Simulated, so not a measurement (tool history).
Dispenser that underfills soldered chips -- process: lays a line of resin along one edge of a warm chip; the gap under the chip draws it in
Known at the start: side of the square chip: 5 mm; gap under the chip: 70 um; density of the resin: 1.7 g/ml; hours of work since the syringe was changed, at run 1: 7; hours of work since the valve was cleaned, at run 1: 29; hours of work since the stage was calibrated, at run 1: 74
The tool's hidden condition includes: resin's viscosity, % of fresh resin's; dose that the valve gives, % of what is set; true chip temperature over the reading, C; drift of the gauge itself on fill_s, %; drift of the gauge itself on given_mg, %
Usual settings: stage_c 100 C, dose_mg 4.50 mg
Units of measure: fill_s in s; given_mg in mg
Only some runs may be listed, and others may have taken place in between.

run,hour,stage_c,dose_mg,hours of work since the syringe was changed,hours of work since the valve was cleaned,hours of work since the stage was calibrated,fill_s,given_mg
1,0.0,100,4.50,7,29,74,23.9,4.41
2,2.6,100,4.50,9,31,76,26.6,4.38
# hour 5.3: new syringe of resin
3,5.9,100,4.50,0,34,78,17.6,4.40
4,8.9,100,4.50,3,36,80,19.2,4.41
5,12.3,100,4.50,5,38,83,22.2,4.39
6,15.5,108,4.50,8,41,85,18.5,4.34
7,19.6,88,4.50,11,44,88,44.2,4.34
# hour 20.4: new syringe of resin
8,24.3,110,4.50,3,47,92,13.7,4.34
9,28.9,114,4.50,6,51,95,14.0,4.31
10,32.9,105,4.50,9,54,98,22.4,4.32
# hour 35.7: new syringe of resin
11,35.7,86,4.50,0,56,100,29.9,4.28
12,40.4,100,5.35,4,59,104,19.5,5.13
# hour 42.9: dispensing valve cleaned and set on the balance
13,46.3,101,4.50,7,3,107,23.2,4.47
14,48.9,101,4.50,9,5,109,25.3,4.46
# hour 51.5: new syringe of resin
15,53.5,100,4.50,1,8,113,18.1,4.52
16,59.1,100,4.50,6,12,117,22.0,4.45
17,62.8,100,4.50,9,15,120,25.3,4.45
# hour 66.5: new syringe of resin
18,68.5,100,4.50,1,19,124,18.6,4.44
19,73.6,87,4.63,5,23,127,35.3,4.53
20,76.1,93,4.29,7,25,129,31.0,4.20
21,80.1,85,4.94,10,28,132,47.4,4.82
# hour 81.5: new syringe of resin
22,84.3,92,4.03,2,31,135,26.4,3.92
23,89.1,100,5.76,6,34,139,22.3,5.59
24,93.0,100,5.76,9,37,142,25.0,5.59
# hour 96.7: new syringe of resin
25,97.9,92,5.76,1,41,145,24.1,5.57
26,103.6,114,4.56,5,45,150,13.2,4.42
27,108.3,114,4.56,9,49,153,15.5,4.40
# hour 111.8: new syringe of resin
28,113.3,114,4.56,1,52,157,11.1,4.39
29,116.7,109,5.76,4,55,159,14.7,5.49
30,121.1,98,5.05,7,58,163,26.3,4.81
31,124.2,87,5.39,9,60,165,43.5,5.14
# hour 125.6: dispensing valve cleaned and set on the balance
# hour 128.1: new syringe of resin
32,128.4,107,4.69,0,2,167,12.9,4.66
33,133.2,94,5.70,4,6,171,25.4,5.70
34,138.3,114,3.96,8,9,175,14.3,3.88
# hour 143.1: new syringe of resin
35,143.8,114,4.81,0,13,179,11.1,4.75
36,148.9,114,4.81,4,17,182,12.5,4.76

Below, each run's measurement less what the same run would have read without the hidden state. Both values contain the same run-to-run variation, but the gauge's scatter may not be the same in both:
run,fill_s,given_mg
1,+6.7,-0.10
2,+8.8,-0.10
3,+0.5,-0.11
4,+2.3,-0.12
5,+4.6,-0.13
6,+5.3,-0.14
7,+16.9,-0.15
8,+1.8,-0.16
9,+3.5,-0.17
10,+7.7,-0.18
11,+0.5,-0.20
12,+3.1,-0.24
13,+6.5,-0.01
14,+8.4,-0.01
15,+1.0,-0.03
16,+4.8,-0.04
17,+7.8,-0.05
18,+1.1,-0.07
19,+7.3,-0.08
20,+8.2,-0.08
21,+16.9,-0.10
22,+2.6,-0.10
23,+5.1,-0.15
24,+8.0,-0.16
25,+1.1,-0.18
26,+2.8,-0.16
27,+5.0,-0.17
28,+0.8,-0.19
29,+2.5,-0.24
30,+7.5,-0.22
31,+15.3,-0.25
32,+0.0,-0.01
33,+3.7,-0.03
34,+4.1,-0.03
35,+0.2,-0.05
36,+2.1,-0.07
